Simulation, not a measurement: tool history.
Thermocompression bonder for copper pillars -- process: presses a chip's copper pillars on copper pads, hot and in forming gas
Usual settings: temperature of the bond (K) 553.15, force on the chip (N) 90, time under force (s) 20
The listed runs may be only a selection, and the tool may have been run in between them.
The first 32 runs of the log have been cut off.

run	day	temperature of the bond (K)	force on the chip (N)	time under force (s)	force that shears a chip off (N)
33	97.817	582.15	135	20	112.1
# day 98.429: forming gas filter changed
34	102.038	582.15	135	20	120.4
35	103.842	544.15	96	21	82.3
36	107.004	550.15	90	38	98.2
37	109.517	550.15	90	38	93.2
38	112.167	529.15	78	46	78.2
39	115.567	529.15	114	39	85.3
# day 118.004: forming gas filter changed
40	118.004	529.15	114	39	93.3

Alternative continuations, all from the tool just after run 40; predict every row:
A	120.45	573.15	114	39	?
B	120.45	529.15	114	36	?
C	120.45	572.15	114	39	?

run	force that shears a chip off (N)
A	124.8
B	86.2
C	120.5
Stripped of hidden state, with their random variation kept, the same runs would have yielded:
run	force that shears a chip off (N)
A	127.7
B	89.6
C	123.4

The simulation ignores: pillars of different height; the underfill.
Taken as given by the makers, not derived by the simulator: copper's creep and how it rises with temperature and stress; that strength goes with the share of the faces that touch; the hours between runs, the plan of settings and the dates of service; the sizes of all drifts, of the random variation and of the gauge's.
